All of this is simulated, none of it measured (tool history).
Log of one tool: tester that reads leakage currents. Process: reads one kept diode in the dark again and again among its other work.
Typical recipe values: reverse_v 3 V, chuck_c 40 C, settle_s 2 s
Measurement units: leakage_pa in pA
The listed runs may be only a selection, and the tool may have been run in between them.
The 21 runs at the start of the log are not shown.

| run | hour | reverse_v | chuck_c | settle_s | leakage_pa |
|---|---|---|---|---|---|
|  | 3007.3 | chuck's temperature calibrated |
| 22 | 3034.3 | 3 | 51 | 4.28 | 892.22 |
| 23 | 3178.3 | 2.88 | 46 | 2 | 575.95 |
| 24 | 3317.2 | 3 | 25 | 0.6 | 96.36 |
|  | 3435.1 | tester calibrated, once more |
| 25 | 3460.5 | 3 | 25 | 0.6 | 93.56 |
| 26 | 3617.8 | 15.7 | 40 | 1.26 | 752.92 |
| 27 | 3769.8 | 6.36 | 27 | 2 | 157.58 |
| 28 | 3879.7 | 6.36 | 27 | 2 | 157.54 |
| 29 | 4068.9 | 6.36 | 27 | 2 | 154.26 |
| 30 | 4172.1 | 6.36 | 27 | 2 | 153.69 |
| 31 | 4287.5 | 6.36 | 27 | 2 | 153.65 |
| 32 | 4436.7 | 6.36 | 27 | 0.44 | 155.85 |
|  | 4549 | probe card cleaned and baked |
| 33 | 4616.5 | 8.78 | 23 | 2.02 | 108.95 |
| 34 | 4760.9 | 8.78 | 23 | 2.02 | 108.19 |
| 35 | 4857.5 | 8.78 | 45 | 0.8 | 760.72 |
| 36 | 5034.5 | 1.81 | 46 | 0.77 | 389.56 |
|  | 5205 | chuck's temperature calibrated |
| 37 | 5214.8 | 1.81 | 46 | 0.77 | 470.53 |
| 38 | 5352 | 3 | 40 | 3.26 | 358.93 |
| 39 | 5516.4 | 3 | 33 | 0.83 | 193.02 |
| 40 | 5644.7 | 4.23 | 43 | 2 | 526.64 |

3 ways to go on from here, each from the tool as it stands after run 40. What would each give?
| A | 5802.1 | 1.33 | 24 | 1 | ? |
| B | 5802.1 | 1.07 | 26 | 2 | ? |
| C | 5802.1 | 3.38 | 41 | 0.77 | ? |

| run | leakage_pa |
|---|---|
| A | 56.57 |
| B | 61.32 |
| C | 396.24 |
Without the tool's hidden state the same runs would have given:
| run | leakage_pa |
|---|---|
| A | 57.59 |
| B | 62.87 |
| C | 408.73 |
